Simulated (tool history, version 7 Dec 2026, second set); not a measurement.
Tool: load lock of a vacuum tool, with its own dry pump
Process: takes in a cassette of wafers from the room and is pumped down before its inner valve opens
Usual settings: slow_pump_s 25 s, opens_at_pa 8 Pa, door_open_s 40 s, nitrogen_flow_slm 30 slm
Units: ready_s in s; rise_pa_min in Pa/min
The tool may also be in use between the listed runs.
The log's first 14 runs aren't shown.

run    hour  slow_pump_s  opens_at_pa  door_open_s  nitrogen_flow_slm  hours that the pump has run since its overhaul  times that the door has closed on its seal  incoming humidity of the room's air, %  ready_s  rise_pa_min
 15  2117.1           25            8           40                 30                                            6799                                       27647                                    43.7     46.9        0.275
 16  2233.9           25            8           40                 30                                            6915                                       27956                                    46.3     46.4        0.279
 17    2391           25            8           40                 30                                            7073                                       28373                                    45.3       47        0.284
 18  2601.5           25            8           40                 30                                            7283                                       28930                                    43.7     46.6        0.299
 19  2763.3           25            8           40                 30                                            7445                                       29359                                    43.9     46.6        0.292
 20  2955.7           25            8           61                 30                                            7637                                       29869                                    44.9     47.3        0.309
 21  3104.9           25            8           61                 30                                            7786                                       30264                                    43.7     46.8         0.32
 22  3241.3           25            8           61                 30                                            7923                                       30625                                    41.6     47.2        0.325
 23  3365.5           14            9           40                 30                                            8047                                       30954                                      46     38.7        0.322
 24  3504.1           14            9           40                 30                                            8186                                       31321                                    45.2     38.8        0.333
 25  3615.8           25            8           75                 30                                            8297                                       31617                                      49     47.6        0.337
 26  3746.8           25           11           40                  5                                            8428                                       31964                                    44.6       46        0.368
 27  3895.3           25           11           40                  5                                            8577                                       32357                                    47.3     46.4        0.383
 28  4101.4           13           15           53                 14                                            8783                                       32903                                    45.4     36.6        0.365
 29  4256.3           15           16          232                 12                                            8938                                       33314                                    46.7       38        0.403
 30  4401.9           15           16          232                 12                                            9083                                       33699                                    44.9     38.3         0.41
 31  4601.6           37            8           40                 30                                            9283                                       34228                                    43.1     56.2        0.379
 32  4694.3           25            7           40                  6                                            9376                                       34474                                    45.6     48.1        0.405
 33    4836           25            8          134                 30                                            9518                                       34849                                    44.8     47.8        0.408
 34  5018.4           12            6          134                 12                                            9700                                       35332                                    43.2       39        0.427
 35  5118.9           25            8          158                 30                                            9800                                       35598                                    43.7     47.9        0.411
       5224  -- dry pump taken out, an overhauled one fitted
 36  5257.4           17           13           40                 30                                              33                                       35950                                    45.6     36.3        0.424
 37  5363.5           17           13           40                 30                                             140                                       36231                                    45.9     36.6        0.428
 38  5562.6           13           13           40                  5                                             339                                       36758                                    41.8     33.8        0.446

Forecast each of these 3 alternatives for the next run:
  A  5712.9           13           14           40                  5                                             489                                       37156                                    43.7        ?            ?
  B  5712.9           14           13           42                  5                                             489                                       37156                                    43.2        ?            ?
  C  5712.9           13           13           40                  5                                             489                                       37156                                      44        ?            ?

run  ready_s  rise_pa_min
  A     33.7         0.45
  B     34.2        0.462
  C     33.4        0.464
Without the tool's hidden state the same runs would have given:
run  ready_s  rise_pa_min
  A     33.4        0.036
  B     33.9        0.036
  C     33.1        0.042
